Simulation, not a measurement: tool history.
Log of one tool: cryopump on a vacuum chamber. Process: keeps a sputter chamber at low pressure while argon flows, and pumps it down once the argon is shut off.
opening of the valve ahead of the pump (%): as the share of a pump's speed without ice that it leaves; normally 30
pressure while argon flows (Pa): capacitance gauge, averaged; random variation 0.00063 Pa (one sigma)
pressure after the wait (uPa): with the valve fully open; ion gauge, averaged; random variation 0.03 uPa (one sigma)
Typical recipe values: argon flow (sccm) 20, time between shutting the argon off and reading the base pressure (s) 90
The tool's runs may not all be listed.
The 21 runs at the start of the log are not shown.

| run | hour | argon flow (sccm) | time between shutting the argon off and reading the base pressure (s) | opening of the valve ahead of the pump (%) | pressure while argon flows (Pa) | pressure after the wait (uPa) |
|---|---|---|---|---|---|---|
| 22 | 437 | 20 | 123 | 15 | 0.1959 | 1.29 |
| 23 | 465.2 | 9 | 101 | 28 | 0.0494 | 1.53 |
| 24 | 491.8 | 31 | 42 | 38 | 0.1281 | 3.02 |
| 25 | 508.2 | 16 | 42 | 28 | 0.0879 | 3.11 |
| 26 | 520.5 | 16 | 202 | 20 | 0.121 | 1.03 |
| 27 | 540 | 26 | 48 | 44 | 0.0947 | 2.79 |
| 28 | 557.1 | 26 | 48 | 44 | 0.0949 | 2.83 |
| 29 | 585.2 | 34 | 96 | 44 | 0.1244 | 1.62 |
| 30 | 607.7 | 26 | 157 | 24 | 0.1652 | 1.18 |
| 31 | 629.9 | 26 | 157 | 24 | 0.1657 | 1.19 |
| 32 | 654 | 13 | 106 | 23 | 0.0874 | 1.56 |
| 33 | 675 | 13 | 106 | 23 | 0.0857 | 1.52 |
| 34 | 689 | 37 | 91 | 27 | 0.2129 | 1.73 |

Consider 4 possible next runs. They are alternatives, not a sequence: every one starts from the tool as it was left by run 34. What does each give?
| A | 710.5 | 11 | 166 | 21 | ? | ? |
| B | 710.5 | 19 | 90 | 15 | ? | ? |
| C | 710.5 | 18 | 108 | 20 | ? | ? |
| D | 710.5 | 21 | 30 | 56 | ? | ? |

| run | pressure while argon flows (Pa) | pressure after the wait (uPa) |
|---|---|---|
| A | 0.0791 | 1.19 |
| B | 0.1901 | 1.78 |
| C | 0.1377 | 1.55 |
| D | 0.0638 | 4.19 |
Take away the tool's hidden state, keep each run's random variation, and the runs would have read:
| run | pressure while argon flows (Pa) | pressure after the wait (uPa) |
|---|---|---|
| A | 0.0736 | 0.91 |
| B | 0.1804 | 1.49 |
| C | 0.1285 | 1.28 |
| D | 0.0532 | 3.92 |
